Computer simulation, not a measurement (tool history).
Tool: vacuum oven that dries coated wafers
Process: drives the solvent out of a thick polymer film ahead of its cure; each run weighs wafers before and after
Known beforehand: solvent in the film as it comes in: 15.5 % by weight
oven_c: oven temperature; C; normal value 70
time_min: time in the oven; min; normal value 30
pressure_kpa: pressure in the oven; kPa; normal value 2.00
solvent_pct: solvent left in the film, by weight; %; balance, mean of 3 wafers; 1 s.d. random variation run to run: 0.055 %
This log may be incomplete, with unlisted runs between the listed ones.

run 1 day=0.000 | oven_c=70 time_min=30 pressure_kpa=2.00 | solvent_pct=2.25
run 2 day=1.512 | oven_c=70 time_min=29 pressure_kpa=2.00 | solvent_pct=2.45
run 3 day=3.771 | oven_c=70 time_min=30 pressure_kpa=2.56 | solvent_pct=2.50
run 4 day=5.292 | oven_c=70 time_min=30 pressure_kpa=2.56 | solvent_pct=2.66
run 5 day=7.633 | oven_c=70 time_min=25 pressure_kpa=2.56 | solvent_pct=3.14
run 6 day=9.596 | oven_c=70 time_min=30 pressure_kpa=1.16 | solvent_pct=2.19
run 7 day=12.617 | oven_c=70 time_min=30 pressure_kpa=1.97 | solvent_pct=2.42
run 8 day=15.096 | oven_c=65 time_min=30 pressure_kpa=1.97 | solvent_pct=3.68
run 9 day=16.521 | oven_c=66 time_min=30 pressure_kpa=2.00 | solvent_pct=3.54
run 10 day=17.854 | oven_c=66 time_min=30 pressure_kpa=2.00 | solvent_pct=3.50
run 11 day=20.004 | oven_c=66 time_min=30 pressure_kpa=2.00 | solvent_pct=3.40
-- day=20.246 oven's thermocouples calibrated
run 12 day=22.692 | oven_c=66 time_min=30 pressure_kpa=2.00 | solvent_pct=3.60
run 13 day=25.067 | oven_c=70 time_min=30 pressure_kpa=1.82 | solvent_pct=2.38
-- day=26.425 oven's thermocouples calibrated, once more
run 14 day=26.433 | oven_c=60 time_min=44 pressure_kpa=2.00 | solvent_pct=3.60
run 15 day=29.496 | oven_c=68 time_min=28 pressure_kpa=1.80 | solvent_pct=3.17
run 16 day=31.242 | oven_c=67 time_min=30 pressure_kpa=4.18 | solvent_pct=3.99
run 17 day=34.412 | oven_c=70 time_min=26 pressure_kpa=1.95 | solvent_pct=3.03
run 18 day=36.658 | oven_c=84 time_min=40 pressure_kpa=4.65 | solvent_pct=1.03
run 19 day=39.083 | oven_c=84 time_min=40 pressure_kpa=4.65 | solvent_pct=1.04
run 20 day=40.479 | oven_c=64 time_min=37 pressure_kpa=4.04 | solvent_pct=4.33
run 21 day=42.750 | oven_c=64 time_min=37 pressure_kpa=4.04 | solvent_pct=4.15
run 22 day=44.958 | oven_c=64 time_min=37 pressure_kpa=4.04 | solvent_pct=4.39
run 23 day=46.508 | oven_c=75 time_min=30 pressure_kpa=5.67 | solvent_pct=2.52
run 24 day=48.425 | oven_c=75 time_min=30 pressure_kpa=5.67 | solvent_pct=2.60
run 25 day=49.838 | oven_c=75 time_min=30 pressure_kpa=5.67 | solvent_pct=2.56
run 26 day=51.900 | oven_c=75 time_min=30 pressure_kpa=5.67 | solvent_pct=2.64

3 ways to go on from here, each from the tool as it stands after run 26. What would each give?
run A day=53.483 | oven_c=75 time_min=18 pressure_kpa=7.70 | solvent_pct=?
run B day=53.483 | oven_c=72 time_min=24 pressure_kpa=1.36 | solvent_pct=?
run C day=53.483 | oven_c=71 time_min=34 pressure_kpa=6.23 | solvent_pct=?

run=A solvent_pct=4.64
run=B solvent_pct=2.70
run=C solvent_pct=3.38
Without the tool's hidden state the same runs would have given:
run=A solvent_pct=4.24
run=B solvent_pct=2.35
run=C solvent_pct=3.03

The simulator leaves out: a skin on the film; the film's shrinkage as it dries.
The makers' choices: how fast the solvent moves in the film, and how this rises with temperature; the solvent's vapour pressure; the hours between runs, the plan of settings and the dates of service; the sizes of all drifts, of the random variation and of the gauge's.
